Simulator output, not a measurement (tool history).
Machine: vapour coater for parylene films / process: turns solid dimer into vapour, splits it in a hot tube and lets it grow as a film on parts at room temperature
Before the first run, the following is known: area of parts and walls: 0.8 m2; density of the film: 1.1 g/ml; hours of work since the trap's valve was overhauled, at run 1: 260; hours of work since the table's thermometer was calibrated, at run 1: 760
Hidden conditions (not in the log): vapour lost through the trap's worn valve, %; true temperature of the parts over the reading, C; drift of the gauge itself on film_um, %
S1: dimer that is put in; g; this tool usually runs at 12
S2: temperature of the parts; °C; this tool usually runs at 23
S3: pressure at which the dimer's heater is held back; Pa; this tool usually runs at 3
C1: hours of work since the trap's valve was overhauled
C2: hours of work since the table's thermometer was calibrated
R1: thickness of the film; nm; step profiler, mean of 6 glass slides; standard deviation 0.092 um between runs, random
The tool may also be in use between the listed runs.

| run | hour | S1 | S2 | S3 | C1 | C2 | R1 |
|---|---|---|---|---|---|---|---|
| 1 | 0 | 12 | 23 | 3 | 260 | 760 | 10570 |
| 2 | 41.5 | 12 | 23 | 3 | 290 | 790 | 10500 |
| 3 | 75.7 | 12 | 23 | 3 | 314 | 814 | 10330 |
| 4 | 115.8 | 12 | 23 | 3 | 343 | 843 | 10180 |
| 5 | 154.9 | 12 | 23 | 3 | 371 | 871 | 10120 |
| 6 | 190.6 | 12 | 16 | 3 | 396 | 896 | 11730 |
| 7 | 211.7 | 12 | 16 | 3 | 411 | 911 | 11620 |
|  | 232.8 | trap's valve overhauled |
| 8 | 257.2 | 12 | 16 | 3 | 17 | 941 | 10550 |
| 9 | 277.6 | 12 | 23 | 3 | 32 | 955 | 9200 |
| 10 | 313.4 | 12 | 33 | 3 | 57 | 981 | 6310 |
|  | 345.3 | trap's valve overhauled, once more |
| 11 | 346.2 | 22 | 23 | 3 | 1 | 1001 | 21100 |
| 12 | 367.1 | 22 | 23 | 3 | 16 | 1016 | 21060 |
| 13 | 391.2 | 22 | 23 | 3 | 33 | 1034 | 21270 |
| 14 | 433.1 | 22 | 23 | 3 | 63 | 1063 | 21000 |
| 15 | 473.5 | 6 | 20 | 2.41 | 91 | 1092 | 6210 |
| 16 | 502.4 | 9 | 18 | 3.14 | 112 | 1113 | 9760 |
| 17 | 526 | 7 | 33 | 3.14 | 129 | 1130 | 4580 |
| 18 | 564.6 | 5 | 33 | 3.14 | 156 | 1157 | 3240 |
| 19 | 601.7 | 18 | 16 | 2.16 | 183 | 1184 | 19050 |
| 20 | 642.3 | 18 | 16 | 2.16 | 212 | 1213 | 18660 |
|  | 660.3 | table's thermometer calibrated |
| 21 | 687.8 | 11 | 16 | 11.36 | 243 | 20 | 10760 |
| 22 | 725 | 17 | 16 | 11.36 | 270 | 46 | 16430 |
| 23 | 744.5 | 5 | 30 | 3 | 284 | 60 | 3300 |
| 24 | 776.5 | 5 | 30 | 3 | 307 | 83 | 3280 |
| 25 | 812.2 | 6 | 20 | 2.23 | 332 | 108 | 5800 |
| 26 | 855.7 | 12 | 28 | 3 | 363 | 139 | 8450 |
| 27 | 881.3 | 12 | 28 | 3 | 381 | 158 | 8280 |

What if the next run were any one of these 4? Each begins from the tool's condition after run 27:
| A | 900.8 | 12 | 17 | 2.89 | 395 | 171 | ? |
| B | 900.8 | 12 | 28 | 9.49 | 395 | 171 | ? |
| C | 900.8 | 7 | 19 | 6.7 | 395 | 171 | ? |
| D | 900.8 | 12 | 34 | 7.99 | 395 | 171 | ? |

| run | R1 |
|---|---|
| A | 11980 |
| B | 7480 |
| C | 6200 |
| D | 6180 |
Stripped of hidden state, with their random variation kept, the same runs would have yielded:
| run | R1 |
|---|---|
| A | 13530 |
| B | 8480 |
| C | 7030 |
| D | 7000 |

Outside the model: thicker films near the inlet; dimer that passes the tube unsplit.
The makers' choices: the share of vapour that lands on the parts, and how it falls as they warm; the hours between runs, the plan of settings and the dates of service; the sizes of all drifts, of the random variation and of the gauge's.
